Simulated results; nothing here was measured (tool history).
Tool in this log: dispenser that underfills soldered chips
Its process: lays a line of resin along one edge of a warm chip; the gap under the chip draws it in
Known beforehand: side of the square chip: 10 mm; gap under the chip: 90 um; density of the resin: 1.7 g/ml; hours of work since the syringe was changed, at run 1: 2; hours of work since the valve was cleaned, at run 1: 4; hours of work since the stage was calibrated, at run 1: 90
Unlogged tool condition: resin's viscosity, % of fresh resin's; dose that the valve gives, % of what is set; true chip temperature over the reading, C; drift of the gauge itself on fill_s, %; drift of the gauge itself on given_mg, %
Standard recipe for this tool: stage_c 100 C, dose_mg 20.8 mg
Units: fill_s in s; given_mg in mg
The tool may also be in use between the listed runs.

| run | hour | stage_c | dose_mg | hours of work since the syringe was changed | hours of work since the valve was cleaned | hours of work since the stage was calibrated | fill_s | given_mg |
|---|---|---|---|---|---|---|---|---|
| 1 | 0.0 | 100 | 20.8 | 2 | 4 | 90 | 57.6 | 20.70 |
| 2 | 5.0 | 100 | 20.8 | 5 | 7 | 93 | 72.7 | 20.68 |
|  | 8.4 | new syringe of resin |
| 3 | 10.3 | 100 | 22.0 | 1 | 10 | 96 | 53.5 | 21.81 |
| 4 | 13.5 | 100 | 24.7 | 3 | 12 | 98 | 60.2 | 24.43 |
| 5 | 17.6 | 100 | 20.8 | 6 | 14 | 101 | 77.7 | 20.57 |
|  | 20.3 | new syringe of resin |
| 6 | 23.2 | 100 | 20.8 | 2 | 18 | 104 | 55.9 | 20.48 |
| 7 | 26.2 | 100 | 20.8 | 4 | 20 | 106 | 63.8 | 20.49 |
| 8 | 30.1 | 100 | 20.8 | 6 | 22 | 108 | 78.1 | 20.46 |
|  | 31.8 | new syringe of resin |
| 9 | 33.1 | 100 | 20.8 | 1 | 24 | 110 | 52.7 | 20.41 |
| 10 | 37.0 | 100 | 20.8 | 3 | 26 | 112 | 63.6 | 20.24 |
| 11 | 40.0 | 100 | 20.8 | 5 | 28 | 114 | 71.9 | 20.37 |
| 12 | 42.4 | 100 | 20.8 | 7 | 30 | 116 | 79.8 | 20.29 |
|  | 43.5 | new syringe of resin |
| 13 | 47.0 | 100 | 20.8 | 2 | 32 | 118 | 59.8 | 20.21 |
| 14 | 49.9 | 108 | 20.8 | 4 | 34 | 120 | 52.0 | 20.21 |
| 15 | 52.9 | 108 | 20.8 | 6 | 36 | 122 | 60.6 | 20.17 |
|  | 55.2 | new syringe of resin |
| 16 | 57.5 | 111 | 20.8 | 1 | 39 | 125 | 39.4 | 20.12 |
| 17 | 60.3 | 100 | 20.8 | 3 | 40 | 127 | 64.3 | 20.11 |
| 18 | 63.8 | 100 | 20.8 | 5 | 43 | 129 | 75.1 | 20.02 |
| 19 | 66.0 | 100 | 19.8 | 7 | 44 | 130 | 85.0 | 19.15 |
|  | 66.7 | new syringe of resin |
| 20 | 71.6 | 89 | 18.1 | 3 | 47 | 134 | 97.5 | 17.26 |
| 21 | 74.7 | 93 | 23.2 | 5 | 49 | 135 | 90.6 | 22.35 |
|  | 78.4 | new syringe of resin |
| 22 | 79.8 | 93 | 23.2 | 1 | 52 | 138 | 65.7 | 22.40 |
| 23 | 83.5 | 100 | 18.8 | 3 | 55 | 141 | 66.2 | 18.07 |
| 24 | 88.2 | 100 | 18.8 | 6 | 57 | 144 | 79.8 | 17.99 |
|  | 90.2 | new syringe of resin |
| 25 | 92.0 | 94 | 22.1 | 1 | 60 | 146 | 65.6 | 21.24 |
| 26 | 94.6 | 94 | 22.1 | 3 | 61 | 147 | 74.3 | 21.19 |
| 27 | 98.5 | 94 | 18.8 | 5 | 64 | 150 | 94.5 | 17.75 |
|  | 101.6 | new syringe of resin |
| 28 | 101.6 | 94 | 18.8 | 0 | 65 | 152 | 65.0 | 18.10 |
| 29 | 105.7 | 94 | 20.8 | 3 | 68 | 154 | 74.3 | 19.89 |
| 30 | 109.3 | 100 | 21.3 | 5 | 70 | 156 | 72.6 | 19.96 |
| 31 | 112.2 | 102 | 21.4 | 7 | 72 | 158 | 77.3 | 20.33 |
|  | 113.1 | new syringe of resin |
| 32 | 117.4 | 111 | 25.4 | 3 | 75 | 161 | 41.1 | 24.13 |
| 33 | 120.9 | 111 | 25.4 | 5 | 77 | 164 | 48.2 | 23.98 |
| 34 | 124.3 | 111 | 25.1 | 7 | 79 | 166 | 56.5 | 23.76 |
|  | 124.8 | new syringe of resin |
| 35 | 129.0 | 102 | 18.0 | 3 | 82 | 168 | 57.9 | 17.07 |
| 36 | 133.5 | 102 | 18.0 | 5 | 85 | 171 | 74.2 | 16.91 |
|  | 136.3 | new syringe of resin |
| 37 | 138.9 | 102 | 18.0 | 2 | 88 | 174 | 55.9 | 16.90 |

Forecast each of these 3 alternatives for the next run:
| A | 144.0 | 113 | 26.6 | 5 | 91 | 178 | ? | ? |
| B | 144.0 | 94 | 25.1 | 5 | 91 | 178 | ? | ? |
| C | 144.0 | 100 | 19.2 | 5 | 91 | 178 | ? | ? |

| run | fill_s | given_mg |
|---|---|---|
| A | 45.0 | 24.79 |
| B | 85.0 | 23.60 |
| C | 74.3 | 18.01 |
With no hidden state in the tool, these same runs would have given:
| run | fill_s | given_mg |
|---|---|---|
| A | 31.4 | 26.45 |
| B | 59.2 | 25.18 |
| C | 50.9 | 19.21 |
